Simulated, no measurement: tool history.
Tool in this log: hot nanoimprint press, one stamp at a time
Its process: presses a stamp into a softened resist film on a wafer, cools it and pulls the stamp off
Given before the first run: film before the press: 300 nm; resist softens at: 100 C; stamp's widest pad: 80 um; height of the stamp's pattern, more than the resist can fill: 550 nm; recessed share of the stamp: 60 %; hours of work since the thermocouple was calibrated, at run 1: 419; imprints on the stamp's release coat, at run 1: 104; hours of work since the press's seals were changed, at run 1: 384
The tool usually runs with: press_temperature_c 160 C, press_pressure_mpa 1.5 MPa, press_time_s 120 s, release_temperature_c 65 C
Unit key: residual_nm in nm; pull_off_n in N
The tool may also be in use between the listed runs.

run	hour	press_temperature_c	press_pressure_mpa	press_time_s	release_temperature_c	hours of work since the thermocouple was calibrated	imprints on the stamp's release coat	hours of work since the press's seals were changed	residual_nm	pull_off_n
1	0	160	1.5	120	65	419	104	384	173.3	195
# hour 43: plate thermocouple calibrated
2	46	160	1.5	120	65	2	192	409	177.9	197
3	73.9	172	1.5	120	65	18	249	425	121.8	200
4	98.8	172	1.5	120	65	33	300	440	122.6	199
5	122.6	160	1.8	120	65	46	349	454	165.4	205
6	142.5	160	1.5	62	65	58	389	465	213	206
7	186.6	160	1.5	62	65	84	479	491	212	210
8	206.2	160	1.5	62	65	95	519	502	211.8	214
9	229.8	160	1.5	120	65	109	568	516	179.3	215
10	251.9	160	1.09	120	65	122	613	529	201.3	217
# hour 261.8: stamp cleaned and given a new release coat
# hour 268.1: plate thermocouple calibrated, once more
11	284	154	1.16	120	65	9	39	542	221.2	190
12	310.4	154	1.37	120	52	25	93	558	209	264
13	344.7	160	1.12	120	65	45	163	578	192.9	190
14	384.6	165	1.5	120	65	68	244	601	146.8	193
15	428.5	160	0.9	239	65	93	334	626	171.5	199
16	456.2	160	0.9	239	65	109	391	643	170.9	202
17	492.6	169	2.19	239	65	131	465	664	82.6	201

Predict each of these 5 candidate next runs independently; none follows another, all start after run 17:
A	512.2	160	1.5	198	65	142	505	675	?	?
B	512.2	160	1.5	152	65	142	505	675	?	?
C	512.2	151	1.46	239	69	142	505	675	?	?
D	512.2	169	0.98	239	65	142	505	675	?	?
E	512.2	161	1.57	144	65	142	505	675	?	?

run	residual_nm	pull_off_n
A	145.9	205
B	160	204
C	187.9	182
D	125.3	207
E	155.1	204
With the hidden condition removed and each run's random variation left untouched, the same runs would have given:
run	residual_nm	pull_off_n
A	140	185
B	153.7	184
C	181.1	164
D	121	187
E	148.8	184
